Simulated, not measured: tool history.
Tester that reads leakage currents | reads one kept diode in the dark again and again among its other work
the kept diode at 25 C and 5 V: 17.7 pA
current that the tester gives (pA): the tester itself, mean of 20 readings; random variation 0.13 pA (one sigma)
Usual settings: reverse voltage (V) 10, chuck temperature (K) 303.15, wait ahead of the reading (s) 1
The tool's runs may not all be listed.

| run | hour | reverse voltage (V) | chuck temperature (K) | wait ahead of the reading (s) | current that the tester gives (pA) |
|---|---|---|---|---|---|
| 1 | 0 | 10 | 303.15 | 1 | 51.85 |
|  | 95.1 | chuck's temperature calibrated |
|  | 153.4 | tester calibrated |
| 2 | 163.1 | 10 | 303.15 | 1 | 47.61 |
| 3 | 337.8 | 10 | 303.15 | 1 | 48.89 |
|  | 423 | probe card cleaned and baked |
| 4 | 446.7 | 10 | 303.15 | 1 | 41.92 |
| 5 | 549.1 | 10 | 303.15 | 4.73 | 40.76 |
| 6 | 693.1 | 10 | 303.15 | 2.33 | 42.41 |
| 7 | 849.8 | 10 | 303.15 | 1 | 45.1 |
| 8 | 987.7 | 10 | 303.15 | 1 | 45.97 |
| 9 | 1165.1 | 10 | 303.15 | 1 | 47.63 |
| 10 | 1314.7 | 10 | 303.15 | 1 | 48.95 |
|  | 1333.3 | chuck's temperature calibrated |
| 11 | 1404.9 | 10 | 303.15 | 1 | 45.27 |
| 12 | 1530.4 | 10 | 303.15 | 0.56 | 48.07 |
| 13 | 1640.4 | 10 | 303.15 | 0.56 | 48.89 |
| 14 | 1830.2 | 10 | 303.15 | 0.56 | 50.4 |
| 15 | 2024.6 | 10 | 303.15 | 0.56 | 52.1 |
| 16 | 2191.2 | 10 | 303.15 | 0.56 | 53.15 |
|  | 2294.1 | probe card cleaned and baked |
| 17 | 2347.9 | 10 | 303.15 | 0.56 | 47.76 |
| 18 | 2549.3 | 10 | 303.15 | 0.56 | 49.15 |
|  | 2581.4 | chuck's temperature calibrated |
| 19 | 2717.1 | 2.6 | 303.15 | 0.56 | 21.74 |
| 20 | 2814.8 | 2.6 | 303.15 | 0.56 | 21.74 |
|  | 2828.7 | tester calibrated |
| 21 | 3026.2 | 2.6 | 303.15 | 0.56 | 21.94 |
| 22 | 3225.2 | 1.8 | 330.15 | 4.59 | 125.57 |
| 23 | 3314.2 | 1.8 | 330.15 | 4.59 | 127.48 |
| 24 | 3483.4 | 8.3 | 322.15 | 3.71 | 162.27 |
| 25 | 3603.3 | 2.7 | 302.15 | 0.47 | 22.7 |
| 26 | 3731.3 | 2.7 | 302.15 | 0.47 | 23.12 |
|  | 3829.3 | chuck's temperature calibrated |
| 27 | 3848.9 | 2.7 | 302.15 | 0.47 | 21.46 |
| 28 | 3978.7 | 4.2 | 328.15 | 1.93 | 165.8 |
|  | 4162.1 | probe card cleaned and baked |
| 29 | 4188.8 | 2.8 | 320.15 | 0.75 | 77.76 |
| 30 | 4306.4 | 1.9 | 303.15 | 4.61 | 17.58 |
| 31 | 4452.7 | 11.7 | 303.15 | 1 | 48.79 |
| 32 | 4609.5 | 11.7 | 303.15 | 1 | 50.11 |
| 33 | 4792.2 | 10 | 303.15 | 1.3 | 46.86 |
| 34 | 4930.3 | 10 | 303.15 | 1.3 | 47.78 |
|  | 5075.1 | chuck's temperature calibrated |
| 35 | 5096.2 | 6.5 | 324.15 | 1.94 | 156.3 |
| 36 | 5248.8 | 8.7 | 303.15 | 0.47 | 45.45 |
| 37 | 5399.7 | 8.7 | 303.15 | 0.47 | 46.51 |
|  | 5511.9 | tester calibrated |
| 38 | 5598.4 | 3.2 | 303.15 | 0.93 | 25.22 |
| 39 | 5806.9 | 6.4 | 320.15 | 3 | 124.11 |
| 40 | 5950.2 | 5.4 | 303.15 | 1.58 | 34.91 |

Forecast each of these 3 alternatives for the next run:
|  | 6030.1 | probe card cleaned and baked |
| A | 6061.7 | 5.9 | 294.15 | 0.97 | ? |
|  | 6030.1 | probe card cleaned and baked |
| B | 6061.7 | 4.2 | 309.15 | 1.58 | ? |
|  | 6030.1 | probe card cleaned and baked |
| C | 6061.7 | 10 | 294.15 | 7.12 | ? |

| run | current that the tester gives (pA) |
|---|---|
| A | 16.92 |
| B | 44.17 |
| C | 20.42 |
Without the tool's hidden state the same runs would have given:
| run | current that the tester gives (pA) |
|---|---|
| A | 15.35 |
| B | 40.22 |
| C | 18.36 |
